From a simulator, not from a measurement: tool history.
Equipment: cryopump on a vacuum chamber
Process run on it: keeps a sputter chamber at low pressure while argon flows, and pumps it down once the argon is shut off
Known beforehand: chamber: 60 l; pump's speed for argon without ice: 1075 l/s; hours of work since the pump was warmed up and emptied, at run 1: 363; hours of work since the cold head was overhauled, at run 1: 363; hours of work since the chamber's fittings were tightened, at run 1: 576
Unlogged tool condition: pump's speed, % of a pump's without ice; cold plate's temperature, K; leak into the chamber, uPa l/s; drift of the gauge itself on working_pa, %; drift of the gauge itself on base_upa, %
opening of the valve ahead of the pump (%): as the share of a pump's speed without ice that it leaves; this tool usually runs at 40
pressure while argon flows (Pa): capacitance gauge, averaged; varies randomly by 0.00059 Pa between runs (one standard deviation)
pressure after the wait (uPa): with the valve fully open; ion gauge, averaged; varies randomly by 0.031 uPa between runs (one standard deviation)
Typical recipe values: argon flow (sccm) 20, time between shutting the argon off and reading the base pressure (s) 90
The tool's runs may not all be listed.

run	day	argon flow (sccm)	time between shutting the argon off and reading the base pressure (s)	opening of the valve ahead of the pump (%)	hours of work since the pump was warmed up and emptied	hours of work since the cold head was overhauled	hours of work since the chamber's fittings were tightened	pressure while argon flows (Pa)	pressure after the wait (uPa)
1	0.000	20	90	40	363	363	576	0.0847	1.96
2	0.908	20	90	40	381	381	594	0.0840	2.03
3	1.604	20	90	40	394	394	607	0.0845	2.06
4	2.208	20	90	40	406	406	619	0.0841	2.02
5	2.633	20	90	40	414	414	627	0.0861	2.08
6	3.592	20	90	40	432	432	646	0.0851	2.10
7	4.354	20	90	42	447	447	660	0.0821	2.13
8	4.917	20	90	42	458	458	671	0.0818	2.15
9	5.896	20	90	40	477	477	690	0.0861	2.15
10	6.533	20	90	40	489	489	702	0.0876	2.10
11	7.142	30	90	40	501	501	714	0.1304	2.19
12	7.621	20	90	40	510	510	723	0.0876	2.17
13	8.533	20	90	40	528	528	741	0.0871	2.21
14	9.429	20	90	40	545	545	758	0.0877	2.23
15	10.346	20	90	40	563	563	776	0.0876	2.14
16	10.838	20	90	40	572	572	786	0.0885	2.21
17	11.704	20	90	55	589	589	802	0.0674	2.20
18	12.404	27	42	18	603	603	816	0.2518	3.68
19	13.379	11	21	45	622	622	835	0.0446	6.51
20	14.204	10	68	45	637	637	851	0.0404	2.67
21	15.133	20	100	20	655	655	869	0.1692	2.19
22	15.883	12	27	40	670	670	883	0.0559	5.39
23	16.792	12	27	40	688	688	901	0.0548	5.36
24	17.825	12	27	40	707	707	921	0.0562	5.33
25	18.658	12	27	40	724	724	937	0.0559	5.46
# day 19.350: pump warmed up, emptied and cooled again
26	19.704	12	27	40	7	740	953	0.0469	4.98
27	20.442	20	90	54	21	754	967	0.0589	2.17
28	21.371	20	90	54	39	772	985	0.0582	2.23
29	22.367	20	198	40	58	791	1004	0.0803	1.45
30	23.008	20	198	40	71	804	1017	0.0801	1.47
31	23.579	18	73	16	82	815	1028	0.1789	2.50
32	24.433	18	73	16	98	831	1044	0.1790	2.53
33	25.175	18	73	44	113	846	1059	0.0668	2.51
34	25.954	16	90	46	128	861	1074	0.0571	2.25

Each row is a separate what-if for the run after 34, all from the same tool condition, not one after another. Results?
A	26.679	26	251	18	142	875	1088	?	?
B	26.679	16	183	38	142	875	1088	?	?
C	26.679	19	90	33	142	875	1088	?	?
D	26.679	20	24	20	142	875	1088	?	?

run	pressure while argon flows (Pa)	pressure after the wait (uPa)
A	0.2290	1.41
B	0.0676	1.57
C	0.0934	2.20
D	0.1597	5.81
Without the tool's unlogged condition, the same runs would have read:
run	pressure while argon flows (Pa)	pressure after the wait (uPa)
A	0.2259	0.74
B	0.0657	0.89
C	0.0912	1.53
D	0.1574	5.14
